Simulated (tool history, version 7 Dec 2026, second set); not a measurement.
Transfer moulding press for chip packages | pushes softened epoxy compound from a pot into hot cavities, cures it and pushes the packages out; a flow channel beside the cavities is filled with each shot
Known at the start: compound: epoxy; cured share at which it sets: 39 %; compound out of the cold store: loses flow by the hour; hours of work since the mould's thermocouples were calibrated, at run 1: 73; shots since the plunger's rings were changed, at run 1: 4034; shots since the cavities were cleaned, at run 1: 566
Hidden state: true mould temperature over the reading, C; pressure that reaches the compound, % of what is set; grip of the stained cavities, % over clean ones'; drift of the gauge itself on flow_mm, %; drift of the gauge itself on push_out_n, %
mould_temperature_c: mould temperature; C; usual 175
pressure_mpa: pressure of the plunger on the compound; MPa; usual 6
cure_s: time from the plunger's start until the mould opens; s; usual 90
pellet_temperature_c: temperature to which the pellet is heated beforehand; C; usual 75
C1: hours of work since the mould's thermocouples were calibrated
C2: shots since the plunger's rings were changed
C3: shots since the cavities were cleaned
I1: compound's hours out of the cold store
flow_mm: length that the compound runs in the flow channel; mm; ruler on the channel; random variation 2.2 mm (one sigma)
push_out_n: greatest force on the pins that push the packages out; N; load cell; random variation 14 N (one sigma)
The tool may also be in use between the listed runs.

Run 1, day 0: usual settings; C1 73; C2 4034; C3 566; I1 25.8. Result: flow_mm 530 mm, push_out_n 1048 N.
At day 0.4: cavities cleaned with cleaning compound and waxed.
Run 2, day 0.4: usual settings but cure_s 94 s; C1 76; C2 4111; C3 1; I1 11.8. Result: flow_mm 548 mm, push_out_n 1116 N.
Run 3, day 0.792: usual settings; C1 81; C2 4199; C3 89; I1 18.5. Result: flow_mm 542 mm, push_out_n 1279 N.
Run 4, day 1.379: usual settings; C1 87; C2 4334; C3 224; I1 30. Result: flow_mm 528 mm, push_out_n 1226 N.
Run 5, day 1.971: usual settings; C1 94; C2 4468; C3 358; I1 21.8. Result: flow_mm 531 mm, push_out_n 1246 N.
Run 6, day 2.254: usual settings; C1 97; C2 4532; C3 422; I1 22.1. Result: flow_mm 534 mm, push_out_n 1297 N.
At day 2.471: cavities cleaned with cleaning compound and waxed, once more.
Run 7, day 2.804: usual settings; C1 102; C2 4642; C3 75; I1 25.2. Result: flow_mm 532 mm, push_out_n 750 N.
Run 8, day 3.092: usual settings; C1 105; C2 4709; C3 142; I1 18.9. Result: flow_mm 538 mm, push_out_n 835 N.
Run 9, day 3.35: usual settings; C1 108; C2 4767; C3 200; I1 27.5. Result: flow_mm 526 mm, push_out_n 866 N.
Run 10, day 3.75: usual settings but pellet_temperature_c 83 C; C1 112; C2 4858; C3 291; I1 24.8. Result: flow_mm 527 mm, push_out_n 879 N.
Run 11, day 4.258: usual settings; C1 118; C2 4974; C3 407; I1 47.2. Result: flow_mm 502 mm, push_out_n 996 N.
Run 12, day 4.533: usual settings; C1 121; C2 5036; C3 469; I1 29.6. Result: flow_mm 522 mm, push_out_n 992 N.
Run 13, day 4.821: usual settings but mould_temperature_c 171 C, pressure_mpa 4.8 MPa, cure_s 92 s, pellet_temperature_c 76 C; C1 124; C2 5102; C3 535; I1 44.3. Result: flow_mm 461 mm, push_out_n 1328 N.
At day 5.338: cavities cleaned with cleaning compound and waxed.
Run 14, day 5.471: usual settings but mould_temperature_c 168 C, cure_s 83 s; C1 131; C2 5235; C3 30; I1 20. Result: flow_mm 552 mm, push_out_n 1369 N.
Run 15, day 5.896: usual settings but mould_temperature_c 168 C, cure_s 83 s; C1 135; C2 5331; C3 126; I1 11. Result: flow_mm 556 mm, push_out_n 1577 N.
Run 16, day 6.238: usual settings but mould_temperature_c 172 C, cure_s 87 s; C1 139; C2 5409; C3 204; I1 37.1. Result: flow_mm 516 mm, push_out_n 1130 N.
Run 17, day 6.583: usual settings but mould_temperature_c 172 C, cure_s 87 s; C1 143; C2 5488; C3 283; I1 29.3. Result: flow_mm 529 mm, push_out_n 1230 N.
Run 18, day 7.167: usual settings but mould_temperature_c 172 C, cure_s 87 s; C1 149; C2 5620; C3 415; I1 21.2. Result: flow_mm 532 mm, push_out_n 1403 N.
Run 19, day 7.662: usual settings but mould_temperature_c 172 C, cure_s 87 s; C1 155; C2 5733; C3 528; I1 18.6. Result: flow_mm 535 mm, push_out_n 1474 N.
Run 20, day 8.1: usual settings but pressure_mpa 6.95 MPa, cure_s 78 s, pellet_temperature_c 78 C; C1 160; C2 5832; C3 627; I1 27.8. Result: flow_mm 557 mm, push_out_n 1531 N.
At day 8.208: cavities cleaned with cleaning compound and waxed.
Run 21, day 8.654: usual settings but mould_temperature_c 181 C; C1 165; C2 5944; C3 101; I1 43.2. Result: flow_mm 484 mm, push_out_n 488 N.
Run 22, day 9.042: usual settings but mould_temperature_c 182 C, pellet_temperature_c 68 C; C1 169; C2 6033; C3 190; I1 46.2. Result: flow_mm 481 mm, push_out_n 507 N.

5 ways to go on from here, each from the tool as it stands after run 22. What would each give?
Run A, day 9.392: usual settings but mould_temperature_c 182 C, cure_s 88 s, pellet_temperature_c 68 C; C1 173; C2 6112; C3 269; I1 48. Result: flow_mm ?, push_out_n ?.
Run B, day 9.392: usual settings but mould_temperature_c 182 C, cure_s 103 s, pellet_temperature_c 68 C; C1 173; C2 6112; C3 269; I1 40.4. Result: flow_mm ?, push_out_n ?.
Run C, day 9.392: usual settings but mould_temperature_c 182 C, pressure_mpa 7.39 MPa, pellet_temperature_c 74 C; C1 173; C2 6112; C3 269; I1 32.9. Result: flow_mm ?, push_out_n ?.
Run D, day 9.392: usual settings but mould_temperature_c 177 C, pressure_mpa 4.74 MPa; C1 173; C2 6112; C3 269; I1 11.4. Result: flow_mm ?, push_out_n ?.
Run E, day 9.392: usual settings but mould_temperature_c 182 C, pressure_mpa 4.79 MPa, pellet_temperature_c 68 C; C1 173; C2 6112; C3 269; I1 16.8. Result: flow_mm ?, push_out_n ?.

run  flow_mm  push_out_n
  A      480         579
  B      488         489
  C      550         556
  D      471         765
  E      457         587
Without the tool's hidden state the same runs would have given:
run  flow_mm  push_out_n
  A      527         407
  B      536         342
  C      603         391
  D      517         542
  E      501         415
